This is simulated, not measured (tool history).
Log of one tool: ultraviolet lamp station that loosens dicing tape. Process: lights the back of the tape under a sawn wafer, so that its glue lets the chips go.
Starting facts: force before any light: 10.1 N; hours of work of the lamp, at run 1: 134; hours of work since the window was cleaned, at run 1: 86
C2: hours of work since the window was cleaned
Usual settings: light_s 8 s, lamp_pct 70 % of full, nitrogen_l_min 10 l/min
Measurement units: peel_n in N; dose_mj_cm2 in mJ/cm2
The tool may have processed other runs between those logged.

run 1 hour=0.0 | light_s=8 lamp_pct=70 nitrogen_l_min=10 | hours_of_work_of_the_lamp=134 C2=86 | peel_n=0.855 dose_mj_cm2=271
run 2 hour=25.1 | light_s=8 lamp_pct=70 nitrogen_l_min=10 | hours_of_work_of_the_lamp=149 C2=101 | peel_n=0.891 dose_mj_cm2=266
run 3 hour=43.4 | light_s=12 lamp_pct=70 nitrogen_l_min=10 | hours_of_work_of_the_lamp=160 C2=113 | peel_n=0.342 dose_mj_cm2=397
run 4 hour=58.8 | light_s=8 lamp_pct=70 nitrogen_l_min=10 | hours_of_work_of_the_lamp=170 C2=122 | peel_n=0.914 dose_mj_cm2=262
run 5 hour=87.3 | light_s=8 lamp_pct=70 nitrogen_l_min=10 | hours_of_work_of_the_lamp=187 C2=139 | peel_n=0.981 dose_mj_cm2=258
run 6 hour=111.7 | light_s=8 lamp_pct=70 nitrogen_l_min=10 | hours_of_work_of_the_lamp=202 C2=154 | peel_n=0.966 dose_mj_cm2=253
run 7 hour=133.4 | light_s=8 lamp_pct=70 nitrogen_l_min=10 | hours_of_work_of_the_lamp=215 C2=168 | peel_n=1.015 dose_mj_cm2=251
run 8 hour=161.0 | light_s=8 lamp_pct=70 nitrogen_l_min=10 | hours_of_work_of_the_lamp=232 C2=184 | peel_n=1.079 dose_mj_cm2=244
run 9 hour=184.0 | light_s=8 lamp_pct=70 nitrogen_l_min=10 | hours_of_work_of_the_lamp=246 C2=198 | peel_n=1.053 dose_mj_cm2=244
run 10 hour=201.0 | light_s=8 lamp_pct=70 nitrogen_l_min=10 | hours_of_work_of_the_lamp=256 C2=209 | peel_n=1.081 dose_mj_cm2=242
-- hour=220.4 window cleaned of glue's vapour
run 11 hour=228.1 | light_s=8 lamp_pct=70 nitrogen_l_min=10 | hours_of_work_of_the_lamp=273 C2=5 | peel_n=1.315 dose_mj_cm2=222
run 12 hour=247.5 | light_s=8 lamp_pct=70 nitrogen_l_min=10 | hours_of_work_of_the_lamp=284 C2=17 | peel_n=1.286 dose_mj_cm2=219
run 13 hour=266.9 | light_s=8 lamp_pct=81 nitrogen_l_min=10 | hours_of_work_of_the_lamp=296 C2=28 | peel_n=1.044 dose_mj_cm2=250
run 14 hour=291.3 | light_s=8 lamp_pct=79 nitrogen_l_min=10 | hours_of_work_of_the_lamp=311 C2=43 | peel_n=1.115 dose_mj_cm2=240
run 15 hour=317.4 | light_s=7 lamp_pct=70 nitrogen_l_min=10 | hours_of_work_of_the_lamp=327 C2=59 | peel_n=1.781 dose_mj_cm2=184
-- hour=320.5 window cleaned of glue's vapour, once more
run 16 hour=338.2 | light_s=7 lamp_pct=70 nitrogen_l_min=10 | hours_of_work_of_the_lamp=339 C2=11 | peel_n=1.117 dose_mj_cm2=239
run 17 hour=354.4 | light_s=7 lamp_pct=70 nitrogen_l_min=10 | hours_of_work_of_the_lamp=349 C2=21 | peel_n=1.149 dose_mj_cm2=231
run 18 hour=370.8 | light_s=7 lamp_pct=79 nitrogen_l_min=10 | hours_of_work_of_the_lamp=359 C2=31 | peel_n=0.892 dose_mj_cm2=261
run 19 hour=394.6 | light_s=7 lamp_pct=79 nitrogen_l_min=10 | hours_of_work_of_the_lamp=374 C2=45 | peel_n=0.918 dose_mj_cm2=259
run 20 hour=416.5 | light_s=5 lamp_pct=72 nitrogen_l_min=10 | hours_of_work_of_the_lamp=387 C2=59 | peel_n=2.020 dose_mj_cm2=168
run 21 hour=440.2 | light_s=15 lamp_pct=91 nitrogen_l_min=17 | hours_of_work_of_the_lamp=402 C2=73 | peel_n=0.139 dose_mj_cm2=626
run 22 hour=463.5 | light_s=15 lamp_pct=91 nitrogen_l_min=17 | hours_of_work_of_the_lamp=416 C2=87 | peel_n=0.133 dose_mj_cm2=620
run 23 hour=490.9 | light_s=13 lamp_pct=70 nitrogen_l_min=10 | hours_of_work_of_the_lamp=433 C2=104 | peel_n=0.332 dose_mj_cm2=406
run 24 hour=515.0 | light_s=8 lamp_pct=68 nitrogen_l_min=18 | hours_of_work_of_the_lamp=447 C2=119 | peel_n=0.810 dose_mj_cm2=242
run 25 hour=527.7 | light_s=5 lamp_pct=63 nitrogen_l_min=14 | hours_of_work_of_the_lamp=455 C2=126 | peel_n=2.451 dose_mj_cm2=134
run 26 hour=553.3 | light_s=5 lamp_pct=63 nitrogen_l_min=14 | hours_of_work_of_the_lamp=471 C2=142 | peel_n=2.588 dose_mj_cm2=133
run 27 hour=572.4 | light_s=5 lamp_pct=63 nitrogen_l_min=14 | hours_of_work_of_the_lamp=482 C2=154 | peel_n=2.462 dose_mj_cm2=133
run 28 hour=584.3 | light_s=4 lamp_pct=70 nitrogen_l_min=10 | hours_of_work_of_the_lamp=490 C2=161 | peel_n=3.301 dose_mj_cm2=121
run 29 hour=598.8 | light_s=5 lamp_pct=75 nitrogen_l_min=5 | hours_of_work_of_the_lamp=498 C2=170 | peel_n=3.122 dose_mj_cm2=156
run 30 hour=622.0 | light_s=5 lamp_pct=75 nitrogen_l_min=5 | hours_of_work_of_the_lamp=513 C2=184 | peel_n=3.075 dose_mj_cm2=149
run 31 hour=641.6 | light_s=5 lamp_pct=75 nitrogen_l_min=5 | hours_of_work_of_the_lamp=524 C2=196 | peel_n=3.190 dose_mj_cm2=154
run 32 hour=668.6 | light_s=7 lamp_pct=63 nitrogen_l_min=18 | hours_of_work_of_the_lamp=541 C2=212 | peel_n=1.479 dose_mj_cm2=174
-- hour=682.8 window cleaned of glue's vapour
run 33 hour=696.1 | light_s=7 lamp_pct=64 nitrogen_l_min=6 | hours_of_work_of_the_lamp=557 C2=8 | peel_n=1.911 dose_mj_cm2=206
run 34 hour=715.6 | light_s=7 lamp_pct=64 nitrogen_l_min=6 | hours_of_work_of_the_lamp=569 C2=20 | peel_n=1.967 dose_mj_cm2=201
run 35 hour=739.9 | light_s=15 lamp_pct=91 nitrogen_l_min=3 | hours_of_work_of_the_lamp=584 C2=35 | peel_n=0.309 dose_mj_cm2=618
run 36 hour=755.1 | light_s=15 lamp_pct=91 nitrogen_l_min=3 | hours_of_work_of_the_lamp=593 C2=44 | peel_n=0.310 dose_mj_cm2=616
run 37 hour=776.3 | light_s=5 lamp_pct=61 nitrogen_l_min=20 | hours_of_work_of_the_lamp=606 C2=57 | peel_n=2.231 dose_mj_cm2=134
run 38 hour=795.1 | light_s=5 lamp_pct=61 nitrogen_l_min=20 | hours_of_work_of_the_lamp=618 C2=69 | peel_n=2.288 dose_mj_cm2=132

Hidden condition of the tool, last listed run before each entry between runs versus first listed run after:
Run 10 -> run 11: window cleaned of glue's vapour (hour 220.4)
  lamp's light, % of a new lamp's: 94.4 -> 94.1; light that the window lets through, % of a clean one's: 85.9 -> 79.4
  measured value less the no-hidden-state value, peel_n: +0.400 -> +0.612 N; dose_mj_cm2: -56 -> -76 mJ/cm2
Run 15 -> run 16: window cleaned of glue's vapour, once more (hour 320.5)
  lamp's light, % of a new lamp's: 92.9 -> 92.6; light that the window lets through, % of a clean one's: 75.9 -> 98.9
  measured value less the no-hidden-state value, peel_n: +0.868 -> +0.187 N; dose_mj_cm2: -76 -> -22 mJ/cm2
Run 32 -> run 33: window cleaned of glue's vapour (hour 682.8)
  lamp's light, % of a new lamp's: 88.2 -> 87.9; light that the window lets through, % of a clean one's: 85.6 -> 99.5
  measured value less the no-hidden-state value, peel_n: +0.642 -> +0.389 N; dose_mj_cm2: -57 -> -30 mJ/cm2

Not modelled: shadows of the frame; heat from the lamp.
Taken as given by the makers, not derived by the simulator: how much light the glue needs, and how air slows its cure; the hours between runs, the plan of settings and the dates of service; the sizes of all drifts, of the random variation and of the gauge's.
